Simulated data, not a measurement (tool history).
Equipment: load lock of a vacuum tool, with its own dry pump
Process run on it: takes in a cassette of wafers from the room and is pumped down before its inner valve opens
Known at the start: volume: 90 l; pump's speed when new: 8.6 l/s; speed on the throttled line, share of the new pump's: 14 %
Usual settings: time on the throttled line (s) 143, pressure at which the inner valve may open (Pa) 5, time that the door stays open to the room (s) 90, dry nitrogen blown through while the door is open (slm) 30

run	day	time on the throttled line (s)	pressure at which the inner valve may open (Pa)	time that the door stays open to the room (s)	dry nitrogen blown through while the door is open (slm)	incoming humidity of the room's air, %	time from the closed door until the inner valve may open (s)	rise of the pressure with all valves shut (Pa/min)
1	0	143	5	90	30	44.7	233.1	0.039
2	6.788	102	5	90	30	44.8	196.7	0.043
3	13.375	102	5	90	30	45.3	196.6	0.034
4	24.696	102	5	90	30	45.2	200.7	0.045
5	40.083	102	5	90	30	42.9	199.3	0.046
6	53.488	102	5	90	30	44	196.9	0.052
7	66.046	102	5	90	30	45.9	199.8	0.06
8	78.154	271	5	90	30	45.7	347.8	0.06
9	85.879	219	10	90	30	40.4	290.4	0.059
10	92.792	143	5	90	30	46.5	233.9	0.063
11	105.233	143	5	222	44	43.6	235.9	0.075
12	119.408	143	5	222	44	45.9	234.3	0.079
13	128.846	143	5	222	44	46.2	235	0.087

Results per run with the tool's hidden condition removed, run-to-run variation unchanged:
The hidden state here: pump's speed, % of a new pump's; leak at the door's seal, Pa l/s; drift of the gauge itself on ready_s, %; drift of the gauge itself on rise_pa_min, %.
run	time from the closed door until the inner valve may open (s)	rise of the pressure with all valves shut (Pa/min)
1	229.6	0.02
2	192.8	0.023
3	192.5	0.013
4	196.2	0.021
5	194.4	0.018
6	191.7	0.02
7	194.2	0.024
8	343.3	0.021
9	285.9	0.017
10	227.8	0.018
11	229.4	0.027
12	227.4	0.026
13	227.8	0.028
